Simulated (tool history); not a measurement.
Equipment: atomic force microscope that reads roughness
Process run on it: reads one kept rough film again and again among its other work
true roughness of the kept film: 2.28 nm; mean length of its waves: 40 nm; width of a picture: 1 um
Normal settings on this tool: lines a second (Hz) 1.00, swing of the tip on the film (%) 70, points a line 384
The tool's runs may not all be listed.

| run | day | lines a second (Hz) | swing of the tip on the film (%) | points a line | roughness of the kept film (nm (root mean square)) |
|---|---|---|---|---|---|
| 1 | 0.000 | 1.00 | 70 | 384 | 2.089 |
| 2 | 2.654 | 1.00 | 70 | 384 | 2.030 |
| 3 | 4.888 | 1.00 | 70 | 384 | 1.992 |
| 4 | 6.825 | 1.00 | 70 | 478 | 1.958 |
| 5 | 9.850 | 1.51 | 70 | 384 | 1.855 |
|  | 11.079 | new tip fitted |
| 6 | 13.200 | 1.51 | 70 | 384 | 1.994 |
| 7 | 16.038 | 1.51 | 70 | 384 | 1.954 |
| 8 | 18.508 | 1.00 | 70 | 384 | 1.978 |
| 9 | 21.204 | 1.00 | 77 | 384 | 1.878 |
| 10 | 22.717 | 1.00 | 68 | 384 | 1.917 |
|  | 23.083 | new tip fitted |
| 11 | 25.325 | 1.00 | 59 | 384 | 2.110 |
| 12 | 27.592 | 1.00 | 70 | 384 | 2.025 |
| 13 | 29.683 | 1.00 | 70 | 384 | 1.992 |
| 14 | 31.858 | 2.79 | 59 | 595 | 1.904 |
| 15 | 34.467 | 0.86 | 64 | 701 | 1.948 |
|  | 35.042 | new tip fitted |
| 16 | 35.992 | 1.00 | 70 | 371 | 2.092 |
| 17 | 38.588 | 3.12 | 70 | 384 | 1.801 |
| 18 | 40.250 | 1.99 | 82 | 732 | 1.722 |
| 19 | 42.742 | 1.99 | 82 | 732 | 1.679 |
| 20 | 44.508 | 0.54 | 86 | 732 | 1.916 |
| 21 | 46.129 | 3.31 | 88 | 554 | 1.317 |
|  | 47.046 | new tip fitted |
| 22 | 48.688 | 3.31 | 88 | 554 | 1.445 |
| 23 | 50.912 | 1.87 | 70 | 384 | 1.927 |
|  | 52.629 | height scale calibrated on a step standard |
| 24 | 53.917 | 1.87 | 70 | 384 | 1.860 |
| 25 | 55.638 | 2.60 | 70 | 622 | 1.754 |
| 26 | 57.346 | 0.63 | 71 | 622 | 1.933 |

Branching from run 26: 5 alternative next runs. What would each branch give?
|  | 59.142 | new tip fitted |
| A | 60.192 | 1.00 | 79 | 398 | ? |
|  | 59.142 | new tip fitted |
| B | 60.192 | 1.00 | 71 | 384 | ? |
|  | 59.142 | new tip fitted |
| C | 60.192 | 1.04 | 65 | 622 | ? |
|  | 59.142 | new tip fitted |
| D | 60.192 | 0.52 | 70 | 384 | ? |
|  | 59.142 | new tip fitted |
| E | 60.192 | 0.59 | 75 | 1013 | ? |

| run | roughness of the kept film (nm (root mean square)) |
|---|---|
| A | 1.965 |
| B | 2.045 |
| C | 2.085 |
| D | 2.112 |
| E | 2.082 |
The same runs, with their run-to-run variation unchanged, on a tool lacking any hidden condition would have given:
| run | roughness of the kept film (nm (root mean square)) |
|---|---|
| A | 1.982 |
| B | 2.062 |
| C | 2.103 |
| D | 2.131 |
| E | 2.100 |
